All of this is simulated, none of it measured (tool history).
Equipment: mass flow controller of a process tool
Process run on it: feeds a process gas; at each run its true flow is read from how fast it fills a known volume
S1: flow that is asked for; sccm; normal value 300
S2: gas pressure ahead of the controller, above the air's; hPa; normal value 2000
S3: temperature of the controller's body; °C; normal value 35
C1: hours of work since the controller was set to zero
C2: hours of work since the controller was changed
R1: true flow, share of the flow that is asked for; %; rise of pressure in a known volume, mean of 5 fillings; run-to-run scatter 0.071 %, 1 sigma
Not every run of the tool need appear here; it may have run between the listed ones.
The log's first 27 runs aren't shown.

run     hour   S1    S2  S3    C1     C2      R1
 28   8251.2  409  2380  35  2352  11278  103.37
 29   8456.7  355  2380  34  2463  11389  103.33
 30   8820.2  256  2000  37  2661  11587  103.46
 31   9242.6  256  2000  37  2891  11817  103.50
 32   9620.0  460  2000  23  3096  12022  103.42
      9741.7  -- controller exchanged for a calibrated one
 33   9827.6  329  1420  35    47     47  100.41
 34  10227.7  329  1420  35   264    264  100.44
 35  10584.8  445  2160  20   459    459   99.99
 36  10787.9  182  2000  21   569    569   99.61
 37  11153.7  445  1750  30   768    768  100.67
 38  11512.8  300  2000  26   963    963  100.11
 39  11872.1  300  2150  35  1159   1159  100.56
 40  12189.8  300  2150  35  1332   1332  100.75
 41  12381.1  300  2280  35  1436   1436  100.61
 42  12815.7   81  2280  39  1672   1672  101.33
 43  13040.6  175  2300  34  1794   1794  100.69
 44  13386.6  434  1620  35  1982   1982  101.35
 45  13641.8  165  1980  35  2121   2121  101.10
 46  13967.0  442  2190  35  2298   2298  101.31
 47  14172.7   72  1680  35  2410   2410  102.30

Forecast each of these 5 alternatives for the next run:
  A  14556.9   95  1440  40  2619  2619   ?
  B  14556.9  144  1680  21  2619  2619   ?
  C  14556.9  300  2050  31  2619  2619   ?
  D  14556.9   59  2210  35  2619  2619   ?
  E  14556.9  300  1870  35  2619  2619   ?

run      R1
  A  102.41
  B  100.95
  C  101.09
  D  103.04
  E  101.20
Without the tool's unlogged condition, the same runs would have read:
run     R1
  A  99.60
  B  98.80
  C  99.60
  D  99.05
  E  99.72
